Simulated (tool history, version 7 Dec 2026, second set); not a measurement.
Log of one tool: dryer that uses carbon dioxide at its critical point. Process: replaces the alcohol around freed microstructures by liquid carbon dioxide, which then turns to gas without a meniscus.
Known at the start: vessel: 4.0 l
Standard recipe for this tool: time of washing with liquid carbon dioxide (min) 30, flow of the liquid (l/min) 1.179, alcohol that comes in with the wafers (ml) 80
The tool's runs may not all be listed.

run,hour,time of washing with liquid carbon dioxide (min),flow of the liquid (l/min),alcohol that comes in with the wafers (ml),alcohol left in the vessel before it's heated (ppm by volume)
1,0.0,30,1.179,80,224
2,28.3,30,1.179,80,239
# hour 43.1: purifier's bed changed
3,56.3,30,1.179,80,76
4,93.9,30,1.179,80,85
5,133.1,30,1.179,80,84
6,152.2,30,1.290,80,62
# hour 156.2: inlet filter changed
7,180.6,30,1.290,80,45
8,211.8,30,1.290,80,43
9,241.5,30,1.179,80,74
10,281.1,30,1.179,80,80
11,314.3,30,1.179,80,86
12,332.9,20,1.179,80,341
13,353.9,20,1.179,80,357
14,372.1,33,1.310,100,72
15,398.1,33,1.310,100,77
16,425.8,28,0.770,90,619
17,448.8,28,0.770,90,607
18,474.6,42,0.960,101,97
19,492.2,42,0.960,101,98
20,511.2,30,0.770,70,423
21,546.3,30,1.170,50,110
22,565.1,30,0.860,22,151
23,596.2,30,0.860,22,156

Branching from run 23: 5 alternative next runs. What would each branch give?
A,621.8,30,1.179,23,?
B,621.8,37,1.179,98,?
C,621.8,22,1.179,80,?
D,621.8,22,1.580,33,?
E,621.8,30,1.540,22,?

run,alcohol left in the vessel before it's heated (ppm by volume)
A,106
B,112
C,331
D,119
E,93
Had the tool no hidden state, the same runs would have come out as:
run,alcohol left in the vessel before it's heated (ppm by volume)
A,9
B,14
C,179
D,18
E,0
